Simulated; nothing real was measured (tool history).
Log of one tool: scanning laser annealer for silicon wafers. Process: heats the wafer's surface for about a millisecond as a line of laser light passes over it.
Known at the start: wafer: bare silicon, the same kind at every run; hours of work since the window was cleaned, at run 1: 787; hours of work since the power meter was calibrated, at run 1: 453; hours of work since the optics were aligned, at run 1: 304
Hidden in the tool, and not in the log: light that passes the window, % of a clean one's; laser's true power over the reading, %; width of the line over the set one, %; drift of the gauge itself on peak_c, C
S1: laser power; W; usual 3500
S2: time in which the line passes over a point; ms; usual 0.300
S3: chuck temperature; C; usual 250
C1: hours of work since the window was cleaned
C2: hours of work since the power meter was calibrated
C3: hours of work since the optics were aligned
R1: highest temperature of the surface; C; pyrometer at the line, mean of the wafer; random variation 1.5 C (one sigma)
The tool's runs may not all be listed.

Run 1, hour 0.0: usual settings; C1 787; C2 453; C3 304. Result: R1 934 C.
Run 2, hour 11.1: usual settings; C1 796; C2 461; C3 313. Result: R1 932 C.
Run 3, hour 28.4: usual settings; C1 810; C2 475; C3 326. Result: R1 929 C.
Run 4, hour 46.4: usual settings but S2 0.299 ms; C1 824; C2 489; C3 341. Result: R1 928 C.
At hour 61.2: window over the wafer cleaned.
Run 5, hour 61.2: usual settings but S2 0.299 ms; C1 0; C2 500; C3 351. Result: R1 957 C.
Run 6, hour 72.7: usual settings; C1 9; C2 509; C3 360. Result: R1 957 C.
Run 7, hour 85.4: usual settings; C1 19; C2 519; C3 370. Result: R1 958 C.
Run 8, hour 109.1: usual settings but S3 228 C; C1 38; C2 538; C3 389. Result: R1 934 C.
Run 9, hour 130.9: usual settings but S3 228 C; C1 55; C2 555; C3 406. Result: R1 933 C.
Run 10, hour 143.5: usual settings but S3 228 C; C1 65; C2 565; C3 416. Result: R1 933 C.
Run 11, hour 167.1: usual settings but S3 228 C; C1 84; C2 584; C3 435. Result: R1 934 C.
Run 12, hour 189.6: usual settings but S3 228 C; C1 102; C2 602; C3 453. Result: R1 930 C.
Run 13, hour 201.5: usual settings but S1 3364 W, S2 0.288 ms; C1 111; C2 611; C3 462. Result: R1 906 C.
Run 14, hour 216.2: usual settings but S1 3364 W, S2 0.288 ms; C1 123; C2 623; C3 474. Result: R1 907 C.
Run 15, hour 228.4: usual settings but S1 3364 W, S2 0.288 ms; C1 133; C2 632; C3 484. Result: R1 906 C.
Run 16, hour 240.6: usual settings but S1 3364 W, S2 0.288 ms; C1 142; C2 642; C3 493. Result: R1 905 C.
Run 17, hour 264.1: usual settings but S1 3013 W, S3 210 C; C1 161; C2 661; C3 512. Result: R1 788 C.
Run 18, hour 288.8: usual settings but S1 3013 W, S2 0.283 ms, S3 210 C; C1 181; C2 680; C3 532. Result: R1 771 C.
Run 19, hour 309.5: usual settings but S1 3288 W, S3 276 C; C1 197; C2 697; C3 548. Result: R1 921 C.

Forecast each of these 5 alternatives for the next run:
Run A, hour 326.5: usual settings but S1 3288 W, S2 0.327 ms, S3 276 C; C1 211; C2 710; C3 561. Result: R1 ?.
Run B, hour 326.5: usual settings but S1 3283 W, S3 276 C; C1 211; C2 710; C3 561. Result: R1 ?.
Run C, hour 326.5: usual settings but S1 3609 W, S2 0.219 ms, S3 268 C; C1 211; C2 710; C3 561. Result: R1 ?.
Run D, hour 326.5: usual settings but S1 3012 W, S2 0.317 ms, S3 276 C; C1 211; C2 710; C3 561. Result: R1 ?.
Run E, hour 326.5: usual settings but S1 3838 W, S2 0.233 ms, S3 290 C; C1 211; C2 710; C3 561. Result: R1 ?.

run   R1
  A  951
  B  923
  C  898
  D  872
  E  992
Without the tool's hidden state the same runs would have given:
run    R1
  A   968
  B   939
  C   914
  D   887
  E  1009
